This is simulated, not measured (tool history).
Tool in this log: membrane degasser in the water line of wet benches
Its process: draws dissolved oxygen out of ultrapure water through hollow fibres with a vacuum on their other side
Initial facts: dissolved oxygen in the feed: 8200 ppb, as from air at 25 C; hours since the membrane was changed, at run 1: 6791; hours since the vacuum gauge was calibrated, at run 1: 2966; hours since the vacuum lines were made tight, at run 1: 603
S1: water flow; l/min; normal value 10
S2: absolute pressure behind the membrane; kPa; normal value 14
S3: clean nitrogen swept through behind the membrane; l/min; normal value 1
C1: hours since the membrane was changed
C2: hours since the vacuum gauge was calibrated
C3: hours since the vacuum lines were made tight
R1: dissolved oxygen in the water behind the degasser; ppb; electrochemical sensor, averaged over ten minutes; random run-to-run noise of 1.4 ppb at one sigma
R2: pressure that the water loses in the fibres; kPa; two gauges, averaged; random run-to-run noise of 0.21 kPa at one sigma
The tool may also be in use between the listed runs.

{"run": 1, "day": 0.0, "S1": 10, "S2": 14, "S3": 1, "C1": 6791, "C2": 2966, "C3": 603, "R1": 309.7, "R2": 63.57}
{"run": 2, "day": 5.758, "S1": 10, "S2": 14, "S3": 1, "C1": 6929, "C2": 3105, "C3": 741, "R1": 310, "R2": 63.62}
{"run": 3, "day": 10.621, "S1": 10, "S2": 14, "S3": 1, "C1": 7046, "C2": 3221, "C3": 858, "R1": 306.9, "R2": 63.53}
{"run": 4, "day": 15.817, "S1": 10, "S2": 14, "S3": 1, "C1": 7170, "C2": 3346, "C3": 982, "R1": 307.9, "R2": 63.5}
{"run": 5, "day": 20.092, "S1": 10, "S2": 14, "S3": 1, "C1": 7273, "C2": 3449, "C3": 1085, "R1": 309.3, "R2": 64.36}
{"run": 6, "day": 24.808, "S1": 10, "S2": 14, "S3": 1, "C1": 7386, "C2": 3562, "C3": 1198, "R1": 307.9, "R2": 63.63}
{"run": 7, "day": 31.512, "S1": 12, "S2": 14, "S3": 1, "C1": 7547, "C2": 3723, "C3": 1359, "R1": 376.3, "R2": 76.55}
{"run": 8, "day": 34.571, "S1": 12, "S2": 14, "S3": 2.13, "C1": 7620, "C2": 3796, "C3": 1432, "R1": 228.8, "R2": 76.53}
{"run": 9, "day": 38.25, "S1": 10, "S2": 14, "S3": 1, "C1": 7709, "C2": 3885, "C3": 1521, "R1": 309.7, "R2": 63.6}
{"run": 10, "day": 45.196, "S1": 10, "S2": 17, "S3": 1, "C1": 7875, "C2": 4051, "C3": 1687, "R1": 375.7, "R2": 63.69}
{"run": 11, "day": 52.475, "S1": 10, "S2": 17, "S3": 1, "C1": 8050, "C2": 4226, "C3": 1862, "R1": 375.3, "R2": 63.93}
{"run": 12, "day": 59.408, "S1": 10, "S2": 11.3, "S3": 1, "C1": 8216, "C2": 4392, "C3": 2029, "R1": 249.8, "R2": 63.83}
{"run": 13, "day": 63.496, "S1": 10, "S2": 11.3, "S3": 1, "C1": 8315, "C2": 4490, "C3": 2127, "R1": 247.8, "R2": 63.58}
{"run": 14, "day": 67.662, "S1": 10, "S2": 11.3, "S3": 1, "C1": 8415, "C2": 4590, "C3": 2227, "R1": 249.6, "R2": 63.42}
{"run": 15, "day": 72.442, "S1": 10, "S2": 11.3, "S3": 1, "C1": 8529, "C2": 4705, "C3": 2341, "R1": 250.5, "R2": 63.81}
{"run": 16, "day": 76.067, "S1": 10, "S2": 14, "S3": 2.03, "C1": 8616, "C2": 4792, "C3": 2428, "R1": 189, "R2": 63.92}
{"run": 17, "day": 81.812, "S1": 7, "S2": 33.4, "S3": 0.67, "C1": 8754, "C2": 4930, "C3": 2566, "R1": 723.2, "R2": 44.8}
{"run": 18, "day": 87.146, "S1": 7, "S2": 33.4, "S3": 0.67, "C1": 8882, "C2": 5058, "C3": 2694, "R1": 728.4, "R2": 44.35}
{"run": 19, "day": 93.846, "S1": 11, "S2": 16.9, "S3": 0.51, "C1": 9043, "C2": 5219, "C3": 2855, "R1": 687.8, "R2": 70.29}
{"run": 20, "day": 97.542, "S1": 9, "S2": 16.9, "S3": 2.29, "C1": 9132, "C2": 5307, "C3": 2944, "R1": 181, "R2": 57.16}
{"run": 21, "day": 103.358, "S1": 10, "S2": 14, "S3": 0.81, "C1": 9271, "C2": 5447, "C3": 3083, "R1": 364.8, "R2": 63.61}
{"run": 22, "day": 107.462, "S1": 10, "S2": 14, "S3": 0.81, "C1": 9370, "C2": 5546, "C3": 3182, "R1": 367.5, "R2": 64.11}
{"run": 23, "day": 112.304, "S1": 16, "S2": 14, "S3": 1, "C1": 9486, "C2": 5662, "C3": 3298, "R1": 513.5, "R2": 101.85}
{"run": 24, "day": 115.462, "S1": 13, "S2": 21.8, "S3": 1, "C1": 9562, "C2": 5738, "C3": 3374, "R1": 625.6, "R2": 83.41}
{"run": 25, "day": 121.85, "S1": 13, "S2": 32.3, "S3": 1, "C1": 9715, "C2": 5891, "C3": 3527, "R1": 898.1, "R2": 82.97}
{"run": 26, "day": 127.312, "S1": 14, "S2": 32.3, "S3": 1.99, "C1": 9846, "C2": 6022, "C3": 3658, "R1": 583.8, "R2": 89.2}
{"run": 27, "day": 132.971, "S1": 9, "S2": 14, "S3": 0.46, "C1": 9982, "C2": 6158, "C3": 3794, "R1": 510.3, "R2": 57.39}
{"run": 28, "day": 139.392, "S1": 12, "S2": 32.4, "S3": 1.2, "C1": 10136, "C2": 6312, "C3": 3948, "R1": 735.3, "R2": 76.54}
{"run": 29, "day": 143.854, "S1": 12, "S2": 32.4, "S3": 0.82, "C1": 10243, "C2": 6419, "C3": 4055, "R1": 976.4, "R2": 76.4}
{"run": 30, "day": 150.062, "S1": 12, "S2": 32.4, "S3": 1.31, "C1": 10392, "C2": 6568, "C3": 4204, "R1": 688.6, "R2": 76.74}
{"day": 152.954, "done": "gauge calibrated"}
{"run": 31, "day": 156.842, "S1": 8, "S2": 14.6, "S3": 2.57, "C1": 10555, "C2": 6731, "C3": 4367, "R1": 126.9, "R2": 50.61}
{"run": 32, "day": 160.808, "S1": 11, "S2": 26.2, "S3": 1.65, "C1": 10650, "C2": 6826, "C3": 4462, "R1": 425.1, "R2": 70.05}

Predict each of these 4 candidate next runs independently; none follows another, all start after run 32:
{"run": "A", "day": 165.612, "S1": 8, "S2": 33.7, "S3": 0.57, "C1": 10765, "C2": 6941, "C3": 4577, "R1": "?", "R2": "?"}
{"run": "B", "day": 165.612, "S1": 11, "S2": 33.2, "S3": 0.57, "C1": 10765, "C2": 6941, "C3": 4577, "R1": "?", "R2": "?"}
{"run": "C", "day": 165.612, "S1": 15, "S2": 26.2, "S3": 1.65, "C1": 10765, "C2": 6941, "C3": 4577, "R1": "?", "R2": "?"}
{"run": "D", "day": 165.612, "S1": 10, "S2": 29.6, "S3": 1.73, "C1": 10765, "C2": 6941, "C3": 4577, "R1": "?", "R2": "?"}

run=A R1=930.7 R2=51.02
run=B R1=1198.4 R2=70.29
run=C R1=582.4 R2=95.86
run=D R1=410.5 R2=63.92
Had the tool no hidden state, the same runs would have come out as:
run=A R1=927.9 R2=50.99
run=B R1=1195 R2=70.24
run=C R1=580.5 R2=95.8
run=D R1=409.2 R2=63.88
